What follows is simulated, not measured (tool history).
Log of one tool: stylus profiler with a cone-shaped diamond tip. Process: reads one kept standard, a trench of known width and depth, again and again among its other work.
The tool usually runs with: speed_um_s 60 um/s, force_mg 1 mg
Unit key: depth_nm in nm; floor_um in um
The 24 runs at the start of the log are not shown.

Run 25, hour 912.9: usual settings but speed_um_s 31 um/s, force_mg 0.91 mg. Result: depth_nm 1001.31 nm, floor_um 42.45 um.
Run 26, hour 936.5: usual settings but speed_um_s 31 um/s, force_mg 0.91 mg. Result: depth_nm 1001.63 nm, floor_um 42.38 um.
Run 27, hour 987.3: usual settings but speed_um_s 27 um/s, force_mg 0.35 mg. Result: depth_nm 999.91 nm, floor_um 42.16 um.
Run 28, hour 1025.6: usual settings but speed_um_s 159 um/s, force_mg 1.09 mg. Result: depth_nm 1001.14 nm, floor_um 41.04 um.
Run 29, hour 1074.5: usual settings but force_mg 1.08 mg. Result: depth_nm 1000.89 nm, floor_um 41.95 um.
Run 30, hour 1103: usual settings but force_mg 1.08 mg. Result: depth_nm 1001.15 nm, floor_um 41.88 um.
Run 31, hour 1130.8: usual settings but force_mg 1.08 mg. Result: depth_nm 1000.76 nm, floor_um 41.91 um.
Run 32, hour 1158.5: usual settings but force_mg 1.08 mg. Result: depth_nm 1001.15 nm, floor_um 41.78 um.
Run 33, hour 1193.5: usual settings but speed_um_s 116 um/s. Result: depth_nm 1000.86 nm, floor_um 41.22 um.
Run 34, hour 1223.3: usual settings but speed_um_s 95 um/s, force_mg 1.38 mg. Result: depth_nm 1001.21 nm, floor_um 41.49 um.
Run 35, hour 1254.8: usual settings but speed_um_s 54 um/s, force_mg 0.74 mg. Result: depth_nm 1000.27 nm, floor_um 41.58 um.
Run 36, hour 1284.8: usual settings but speed_um_s 54 um/s, force_mg 0.74 mg. Result: depth_nm 999.95 nm, floor_um 41.59 um.
Run 37, hour 1329.3: usual settings but speed_um_s 144 um/s, force_mg 2.01 mg. Result: depth_nm 1002.52 nm, floor_um 41.11 um.
Run 38, hour 1368: usual settings but speed_um_s 201 um/s, force_mg 0.9 mg. Result: depth_nm 1000.08 nm, floor_um 39.99 um.
Run 39, hour 1406.7: usual settings but speed_um_s 85 um/s, force_mg 0.77 mg. Result: depth_nm 1000.08 nm, floor_um 41.1 um.
Run 40, hour 1430.5: usual settings but speed_um_s 103 um/s, force_mg 0.41 mg. Result: depth_nm 999.27 nm, floor_um 40.41 um.
Run 41, hour 1451.9: usual settings but speed_um_s 90 um/s, force_mg 2.3 mg. Result: depth_nm 1002.7 nm, floor_um 41.38 um.
Run 42, hour 1479.2: usual settings but speed_um_s 21 um/s, force_mg 1.02 mg. Result: depth_nm 1000.33 nm, floor_um 41.78 um.
Run 43, hour 1502.3: usual settings but speed_um_s 16 um/s, force_mg 2.75 mg. Result: depth_nm 1003.04 nm, floor_um 41.78 um.
Run 44, hour 1525.9: usual settings but speed_um_s 27 um/s, force_mg 0.87 mg. Result: depth_nm 999.97 nm, floor_um 41.57 um.
Run 45, hour 1571.5: usual settings but speed_um_s 81 um/s, force_mg 1.77 mg. Result: depth_nm 1001.78 nm, floor_um 41.15 um.

Each row is a separate what-if for the run after 45, all from the same tool condition, not one after another. Results?
Run A, hour 1595.8: usual settings but speed_um_s 81 um/s, force_mg 0.93 mg. Result: depth_nm ?, floor_um ?.
Run B, hour 1595.8: usual settings but speed_um_s 43 um/s, force_mg 2.77 mg. Result: depth_nm ?, floor_um ?.
Run C, hour 1595.8: usual settings but speed_um_s 193 um/s, force_mg 1.34 mg. Result: depth_nm ?, floor_um ?.

run  depth_nm  floor_um
  A    999.71     40.93
  B    1003.2     41.51
  C   1000.82     40.13
Without the tool's hidden state the same runs would have given:
run  depth_nm  floor_um
  A   1002.71     43.18
  B   1006.21     43.77
  C   1003.82     42.39

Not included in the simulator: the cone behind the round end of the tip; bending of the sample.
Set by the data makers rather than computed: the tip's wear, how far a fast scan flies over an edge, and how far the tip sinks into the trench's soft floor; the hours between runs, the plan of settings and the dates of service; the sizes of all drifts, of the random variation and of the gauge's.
